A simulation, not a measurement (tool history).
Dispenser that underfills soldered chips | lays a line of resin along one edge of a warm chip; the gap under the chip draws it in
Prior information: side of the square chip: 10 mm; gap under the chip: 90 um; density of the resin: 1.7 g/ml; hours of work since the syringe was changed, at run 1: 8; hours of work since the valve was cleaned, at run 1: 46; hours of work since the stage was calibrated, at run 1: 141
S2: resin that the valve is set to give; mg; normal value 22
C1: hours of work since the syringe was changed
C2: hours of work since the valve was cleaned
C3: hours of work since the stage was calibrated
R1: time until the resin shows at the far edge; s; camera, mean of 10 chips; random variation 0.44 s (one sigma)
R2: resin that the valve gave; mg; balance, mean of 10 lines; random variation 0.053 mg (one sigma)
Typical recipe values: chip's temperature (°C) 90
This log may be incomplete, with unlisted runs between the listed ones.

{"run": 1, "hour": 0.0, "chip's temperature (°C)": 90, "S2": 22, "C1": 8, "C2": 46, "C3": 141, "R1": 44.5, "R2": 20.89}
{"run": 2, "hour": 2.7, "chip's temperature (°C)": 90, "S2": 22, "C1": 10, "C2": 48, "C3": 143, "R1": 49, "R2": 20.94}
{"hour": 4.2, "done": "new syringe of resin"}
{"hour": 8.1, "done": "dispensing valve cleaned and set on the balance"}
{"run": 3, "hour": 9.1, "chip's temperature (°C)": 86, "S2": 22, "C1": 3, "C2": 1, "C3": 147, "R1": 44.8, "R2": 21.95}
{"run": 4, "hour": 14.3, "chip's temperature (°C)": 86, "S2": 22, "C1": 7, "C2": 5, "C3": 151, "R1": 52.6, "R2": 21.91}
{"run": 5, "hour": 18.1, "chip's temperature (°C)": 102, "S2": 22, "C1": 10, "C2": 8, "C3": 154, "R1": 29.2, "R2": 21.86}
{"hour": 19.9, "done": "new syringe of resin"}
{"run": 6, "hour": 22.9, "chip's temperature (°C)": 102, "S2": 22, "C1": 2, "C2": 11, "C3": 157, "R1": 20.8, "R2": 21.62}
{"run": 7, "hour": 25.6, "chip's temperature (°C)": 90, "S2": 27.9, "C1": 4, "C2": 13, "C3": 159, "R1": 38.4, "R2": 27.59}
{"run": 8, "hour": 30.3, "chip's temperature (°C)": 90, "S2": 27.9, "C1": 8, "C2": 17, "C3": 163, "R1": 44.9, "R2": 27.49}
{"hour": 34.5, "done": "new syringe of resin"}
{"run": 9, "hour": 35.8, "chip's temperature (°C)": 90, "S2": 27.9, "C1": 1, "C2": 21, "C3": 167, "R1": 32, "R2": 27.34}
{"run": 10, "hour": 39.9, "chip's temperature (°C)": 90, "S2": 22, "C1": 4, "C2": 24, "C3": 170, "R1": 39, "R2": 21.45}
{"run": 11, "hour": 44.1, "chip's temperature (°C)": 90, "S2": 22, "C1": 7, "C2": 27, "C3": 173, "R1": 43.9, "R2": 21.41}
{"hour": 49.2, "done": "new syringe of resin"}
{"run": 12, "hour": 49.2, "chip's temperature (°C)": 80, "S2": 22, "C1": 0, "C2": 31, "C3": 177, "R1": 49.6, "R2": 21.37}
{"run": 13, "hour": 54.8, "chip's temperature (°C)": 90, "S2": 22, "C1": 4, "C2": 35, "C3": 181, "R1": 38.4, "R2": 21.34}
{"run": 14, "hour": 58.1, "chip's temperature (°C)": 90, "S2": 22, "C1": 7, "C2": 38, "C3": 184, "R1": 43.4, "R2": 21.22}
{"run": 15, "hour": 63.0, "chip's temperature (°C)": 90, "S2": 22, "C1": 11, "C2": 42, "C3": 188, "R1": 52.2, "R2": 21.26}
{"hour": 63.6, "done": "new syringe of resin"}
{"run": 16, "hour": 66.2, "chip's temperature (°C)": 90, "S2": 22, "C1": 2, "C2": 44, "C3": 190, "R1": 34.6, "R2": 21.12}
{"run": 17, "hour": 69.6, "chip's temperature (°C)": 90, "S2": 22, "C1": 5, "C2": 46, "C3": 192, "R1": 39.1, "R2": 21.06}
{"run": 18, "hour": 71.9, "chip's temperature (°C)": 90, "S2": 22, "C1": 6, "C2": 48, "C3": 194, "R1": 42.5, "R2": 21.19}
{"hour": 76.4, "done": "dispensing valve cleaned and set on the balance"}
{"run": 19, "hour": 77.2, "chip's temperature (°C)": 90, "S2": 22, "C1": 10, "C2": 1, "C3": 198, "R1": 49.8, "R2": 22.06}
{"hour": 79.4, "done": "new syringe of resin"}
{"run": 20, "hour": 81.6, "chip's temperature (°C)": 90, "S2": 22, "C1": 2, "C2": 4, "C3": 201, "R1": 33.8, "R2": 21.93}
{"run": 21, "hour": 85.9, "chip's temperature (°C)": 77, "S2": 21.7, "C1": 5, "C2": 7, "C3": 204, "R1": 73.4, "R2": 21.56}
{"run": 22, "hour": 88.8, "chip's temperature (°C)": 91, "S2": 28.5, "C1": 7, "C2": 9, "C3": 206, "R1": 40.1, "R2": 28.26}
{"run": 23, "hour": 92.5, "chip's temperature (°C)": 91, "S2": 28.5, "C1": 10, "C2": 12, "C3": 209, "R1": 46, "R2": 28.28}
{"hour": 94.1, "done": "new syringe of resin"}
{"run": 24, "hour": 97.0, "chip's temperature (°C)": 86, "S2": 19.1, "C1": 2, "C2": 15, "C3": 212, "R1": 43.9, "R2": 18.89}
{"run": 25, "hour": 99.5, "chip's temperature (°C)": 90, "S2": 20.1, "C1": 4, "C2": 17, "C3": 214, "R1": 39.4, "R2": 19.82}
{"run": 26, "hour": 104.3, "chip's temperature (°C)": 88, "S2": 20.5, "C1": 8, "C2": 21, "C3": 218, "R1": 50.1, "R2": 20.15}
{"run": 27, "hour": 106.9, "chip's temperature (°C)": 88, "S2": 20.5, "C1": 10, "C2": 23, "C3": 220, "R1": 55.2, "R2": 20.13}
{"hour": 108.6, "done": "new syringe of resin"}
{"run": 28, "hour": 112.6, "chip's temperature (°C)": 102, "S2": 20.5, "C1": 3, "C2": 27, "C3": 224, "R1": 21.9, "R2": 20}
{"run": 29, "hour": 116.8, "chip's temperature (°C)": 103, "S2": 27.6, "C1": 6, "C2": 30, "C3": 227, "R1": 23.6, "R2": 26.95}
{"run": 30, "hour": 119.4, "chip's temperature (°C)": 92, "S2": 28.4, "C1": 8, "C2": 32, "C3": 229, "R1": 40.3, "R2": 27.59}
{"run": 31, "hour": 122.1, "chip's temperature (°C)": 103, "S2": 25.9, "C1": 10, "C2": 34, "C3": 231, "R1": 27.8, "R2": 25.22}
{"hour": 123.2, "done": "new syringe of resin"}
{"run": 32, "hour": 125.5, "chip's temperature (°C)": 98, "S2": 26.5, "C1": 2, "C2": 37, "C3": 234, "R1": 23, "R2": 25.72}
{"run": 33, "hour": 130.5, "chip's temperature (°C)": 98, "S2": 26.5, "C1": 6, "C2": 41, "C3": 238, "R1": 28, "R2": 25.67}
{"run": 34, "hour": 133.3, "chip's temperature (°C)": 88, "S2": 23.9, "C1": 8, "C2": 43, "C3": 240, "R1": 49, "R2": 23.14}
{"run": 35, "hour": 137.0, "chip's temperature (°C)": 88, "S2": 23.9, "C1": 11, "C2": 46, "C3": 243, "R1": 54.3, "R2": 22.98}

5 ways to go on from here, each from the tool as it stands after run 35. What would each give?
{"hour": 137.6, "done": "new syringe of resin"}
{"run": "A", "hour": 142.4, "chip's temperature (°C)": 98, "S2": 27.7, "C1": 4, "C2": 50, "C3": 247, "R1": "?", "R2": "?"}
{"hour": 137.6, "done": "new syringe of resin"}
{"run": "B", "hour": 142.4, "chip's temperature (°C)": 88, "S2": 22.8, "C1": 4, "C2": 50, "C3": 247, "R1": "?", "R2": "?"}
{"hour": 137.6, "done": "new syringe of resin"}
{"run": "C", "hour": 142.4, "chip's temperature (°C)": 90, "S2": 19.1, "C1": 4, "C2": 50, "C3": 247, "R1": "?", "R2": "?"}
{"hour": 137.6, "done": "new syringe of resin"}
{"run": "D", "hour": 142.4, "chip's temperature (°C)": 104, "S2": 26.2, "C1": 4, "C2": 50, "C3": 247, "R1": "?", "R2": "?"}
{"hour": 137.6, "done": "new syringe of resin"}
{"run": "E", "hour": 142.4, "chip's temperature (°C)": 76, "S2": 21.3, "C1": 4, "C2": 50, "C3": 247, "R1": "?", "R2": "?"}

run=A R1=25.3 R2=26.64
run=B R1=40.7 R2=21.83
run=C R1=39.5 R2=18.24
run=D R1=19.6 R2=25.19
run=E R1=73.1 R2=20.44
Had the tool no hidden state, the same runs would have come out as:
run=A R1=22.2 R2=27.79
run=B R1=35.7 R2=22.77
run=C R1=34.4 R2=19.03
run=D R1=17.2 R2=26.28
run=E R1=64.2 R2=21.32
